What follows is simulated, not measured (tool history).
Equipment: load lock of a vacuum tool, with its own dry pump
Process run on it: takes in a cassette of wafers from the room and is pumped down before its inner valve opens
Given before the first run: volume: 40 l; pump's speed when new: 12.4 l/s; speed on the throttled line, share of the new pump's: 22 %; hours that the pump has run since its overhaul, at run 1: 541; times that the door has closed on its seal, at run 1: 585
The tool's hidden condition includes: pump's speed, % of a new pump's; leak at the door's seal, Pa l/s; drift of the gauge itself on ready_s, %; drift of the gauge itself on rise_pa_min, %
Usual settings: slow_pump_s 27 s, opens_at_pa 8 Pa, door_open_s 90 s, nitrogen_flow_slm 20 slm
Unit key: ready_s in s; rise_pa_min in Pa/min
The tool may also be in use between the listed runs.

run    hour  slow_pump_s  opens_at_pa  door_open_s  nitrogen_flow_slm  hours that the pump has run since its overhaul  times that the door has closed on its seal  incoming humidity of the room's air, %  ready_s  rise_pa_min
  1     0.0           27            8           90                 20                                             541                                         585                                    44.7     51.9        0.034
  2    90.7           27            8           90                 20                                             632                                         824                                    43.3     51.7        0.041
  3   185.9           27            8           90                 20                                             727                                        1074                                    46.3     51.8        0.037
  4   250.5           27            8           90                 20                                             792                                        1244                                    47.6     52.7        0.039
  5   330.5           27            8           90                 20                                             872                                        1454                                    42.8     52.3        0.037
  6   408.3           27            8           90                 20                                             949                                        1659                                    47.8     51.9        0.045
  7   457.5           27            8           90                 20                                             999                                        1788                                    41.6     52.4        0.041
  8   510.9           27            8           90                 20                                            1052                                        1929                                    41.3     52.4        0.041
  9   572.7           27            8           90                 20                                            1114                                        2091                                    45.8     53.0        0.042
 10   650.6           27            8           90                 20                                            1192                                        2296                                    47.2     52.4        0.043
 11   715.4           27            8           90                 20                                            1256                                        2466                                    43.8     52.7        0.040
 12   785.4           27            8           90                 20                                            1327                                        2651                                    44.5     51.5        0.043
 13   845.7           27            8           90                  5                                            1387                                        2809                                    46.5     52.7        0.070
 14   939.9           27            8           90                  5                                            1481                                        3057                                    44.6     52.0        0.068
 15  1024.8           27            8           90                  5                                            1566                                        3280                                    45.1     51.6        0.070
 16  1118.7           36           11           62                 39                                            1660                                        3527                                    43.0     58.3        0.026
 17  1217.9           23            8           90                 12                                            1759                                        3788                                    45.4     49.4        0.055
 18  1328.7           23            8           90                 12                                            1870                                        4079                                    48.1     49.2        0.060
 19  1428.5           23            8           90                 12                                            1970                                        4342                                    40.2     50.0        0.053
 20  1501.5           27            6           90                 10                                            2043                                        4533                                    46.3     53.7        0.066

Run 21, settings as shown, results not yet in. Your forecast:
 21  1606.0           27            6           90                  9                                            2147                                        4808                                    43.8        ?            ?

{"run 21": {"ready_s": 53.3, "rise_pa_min": 0.064}}
With the hidden condition absent and the run-to-run variation left alone, this run would have shown ready_s 52.4 s, rise_pa_min 0.049 Pa/min.
